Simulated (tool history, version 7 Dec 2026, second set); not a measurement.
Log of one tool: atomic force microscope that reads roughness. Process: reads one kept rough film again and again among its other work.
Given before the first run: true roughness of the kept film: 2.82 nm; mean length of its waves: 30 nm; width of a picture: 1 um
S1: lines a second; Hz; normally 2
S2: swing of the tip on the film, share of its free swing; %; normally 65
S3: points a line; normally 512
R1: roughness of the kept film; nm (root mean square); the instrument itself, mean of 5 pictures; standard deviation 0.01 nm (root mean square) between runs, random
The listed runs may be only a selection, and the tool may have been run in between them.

{"run": 1, "day": 0.0, "S1": 2, "S2": 65, "S3": 512, "R1": 2.142}
{"run": 2, "day": 0.554, "S1": 1.47, "S2": 65, "S3": 512, "R1": 2.153}
{"run": 3, "day": 1.138, "S1": 1.47, "S2": 65, "S3": 512, "R1": 2.132}
{"run": 4, "day": 2.017, "S1": 1.47, "S2": 65, "S3": 512, "R1": 2.067}
{"run": 5, "day": 2.842, "S1": 1.47, "S2": 65, "S3": 512, "R1": 2.03}
{"day": 3.029, "done": "new tip fitted"}
{"run": 6, "day": 3.629, "S1": 1.47, "S2": 83, "S3": 512, "R1": 2.144}
{"run": 7, "day": 4.417, "S1": 2, "S2": 65, "S3": 512, "R1": 2.239}
{"run": 8, "day": 4.904, "S1": 2, "S2": 65, "S3": 273, "R1": 2.165}
{"run": 9, "day": 5.788, "S1": 2, "S2": 65, "S3": 273, "R1": 2.129}
{"run": 10, "day": 6.392, "S1": 2, "S2": 65, "S3": 421, "R1": 2.108}
{"run": 11, "day": 6.754, "S1": 2, "S2": 65, "S3": 421, "R1": 2.083}
{"run": 12, "day": 7.529, "S1": 2, "S2": 65, "S3": 421, "R1": 2.02}
{"run": 13, "day": 8.15, "S1": 2, "S2": 65, "S3": 421, "R1": 1.993}
{"day": 9.008, "done": "new tip fitted"}
{"run": 14, "day": 9.033, "S1": 0.55, "S2": 65, "S3": 421, "R1": 2.495}
{"run": 15, "day": 9.729, "S1": 2, "S2": 65, "S3": 499, "R1": 2.307}
{"run": 16, "day": 10.408, "S1": 1.64, "S2": 65, "S3": 512, "R1": 2.283}
{"run": 17, "day": 11.067, "S1": 1.64, "S2": 65, "S3": 512, "R1": 2.246}
{"run": 18, "day": 11.454, "S1": 1.64, "S2": 65, "S3": 512, "R1": 2.219}
{"run": 19, "day": 12.338, "S1": 1.64, "S2": 65, "S3": 512, "R1": 2.154}
{"run": 20, "day": 12.983, "S1": 1.64, "S2": 65, "S3": 512, "R1": 2.112}
{"run": 21, "day": 13.508, "S1": 1.64, "S2": 65, "S3": 512, "R1": 2.065}
{"run": 22, "day": 13.942, "S1": 1.68, "S2": 65, "S3": 512, "R1": 2.037}
{"run": 23, "day": 14.338, "S1": 1.68, "S2": 65, "S3": 512, "R1": 2.031}
{"day": 14.967, "done": "new tip fitted"}
{"run": 24, "day": 15.033, "S1": 1.68, "S2": 65, "S3": 512, "R1": 2.388}
{"run": 25, "day": 15.592, "S1": 3.76, "S2": 75, "S3": 919, "R1": 1.916}
{"run": 26, "day": 16.133, "S1": 1.08, "S2": 78, "S3": 819, "R1": 2.248}
{"run": 27, "day": 16.929, "S1": 1.08, "S2": 78, "S3": 819, "R1": 2.192}

Estimate the outcome of run 28 from the log above:
{"run": 28, "day": 17.317, "S1": 3.55, "S2": 78, "S3": 819, "R1": "?"}

R1: 1.765 nm (root mean square)
Were there no unlogged condition in the tool, this run, its random variation unchanged, would have produced R1 1.912 nm (root mean square).

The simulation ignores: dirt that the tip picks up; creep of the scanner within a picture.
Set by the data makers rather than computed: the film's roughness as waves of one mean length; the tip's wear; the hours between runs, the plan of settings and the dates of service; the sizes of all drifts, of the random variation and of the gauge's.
